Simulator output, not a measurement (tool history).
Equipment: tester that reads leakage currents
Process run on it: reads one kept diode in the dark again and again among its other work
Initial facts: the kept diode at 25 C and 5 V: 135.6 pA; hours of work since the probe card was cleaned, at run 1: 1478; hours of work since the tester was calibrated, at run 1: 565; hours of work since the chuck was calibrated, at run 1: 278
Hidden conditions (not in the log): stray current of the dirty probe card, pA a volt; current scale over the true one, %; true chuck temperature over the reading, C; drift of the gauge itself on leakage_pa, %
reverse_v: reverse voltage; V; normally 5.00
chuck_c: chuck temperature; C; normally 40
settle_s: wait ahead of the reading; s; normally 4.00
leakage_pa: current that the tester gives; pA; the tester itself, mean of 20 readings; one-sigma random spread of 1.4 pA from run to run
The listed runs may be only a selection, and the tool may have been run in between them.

run    hour  reverse_v  chuck_c  settle_s  hours of work since the probe card was cleaned  hours of work since the tester was calibrated  hours of work since the chuck was calibrated  leakage_pa
  1     0.0       5.00       40      4.00                                            1478                                            565                                           278      454.50
  2   196.0       5.00       40      4.00                                            1598                                            685                                           398      449.69
  3   431.7       5.00       40      4.00                                            1743                                            830                                           542      442.09
  4   707.8       3.71       40      4.00                                            1912                                            999                                           711      368.32
  5   895.6       5.00       40      6.23                                            2027                                           1114                                           827      433.90
     1040.6  -- probe card cleaned and baked
  6  1156.1       5.00       40      4.00                                              71                                           1272                                           984      421.51
  7  1392.8       5.00       27      4.00                                             216                                           1417                                          1129      144.78
  8  1678.0       5.00       27      4.00                                             391                                           1592                                          1304      143.96
  9  1881.8       5.00       27      4.00                                             516                                           1717                                          1429      142.06
 10  2125.9       5.00       40      4.00                                             665                                           1866                                          1579      397.70
     2339.3  -- chuck's temperature calibrated
 11  2393.8       7.76       40      4.00                                             828                                           2029                                            33      592.66
 12  2535.2       5.00       42      4.00                                             915                                           2116                                           120      535.87
 13  2790.4       5.00       51      4.00                                            1071                                           2272                                           276     1025.48
 14  2995.5       5.00       40      4.00                                            1197                                           2398                                           402      448.32
     3229.7  -- tester calibrated
 15  3268.5       5.00       40      3.33                                            1363                                             24                                           568      444.11
 16  3500.8       5.00       40      3.33                                            1505                                            166                                           711      435.77
 17  3706.6       5.00       34      4.00                                            1632                                            292                                           837      271.21
 18  3963.7       5.00       34      4.00                                            1789                                            450                                           994      268.29
 19  4125.7       5.00       34      4.00                                            1888                                            549                                          1094      264.33
 20  4248.0       5.00       34      4.00                                            1963                                            624                                          1169      262.62
     4486.0  -- probe card cleaned and baked
 21  4492.0       5.00       34      4.00                                               4                                            772                                          1316      253.13
 22  4765.8       5.40       34      4.00                                             172                                            940                                          1484      262.80
 23  5048.8       5.00       24      4.00                                             345                                           1113                                          1658      107.58
     5135.5  -- chuck's temperature calibrated
 24  5191.7      13.54       59      1.31                                             431                                           1199                                            34     3226.10
 25  5365.3       1.83       47      9.15                                             538                                           1306                                           141      437.68
 26  5520.3       1.83       31      2.62                                             633                                           1401                                           236      124.98
 27  5699.9       1.83       31      2.62                                             743                                           1511                                           346      124.34

Forecast run 28:
 28  5827.3       1.03       40      2.62                                             821                                           1589                                           424           ?

{"run 28": {"leakage_pa": 181.97}}
Take away the tool's hidden state, keep the run-to-run variation as it was, and the same run would have given leakage_pa 188.04 pA.
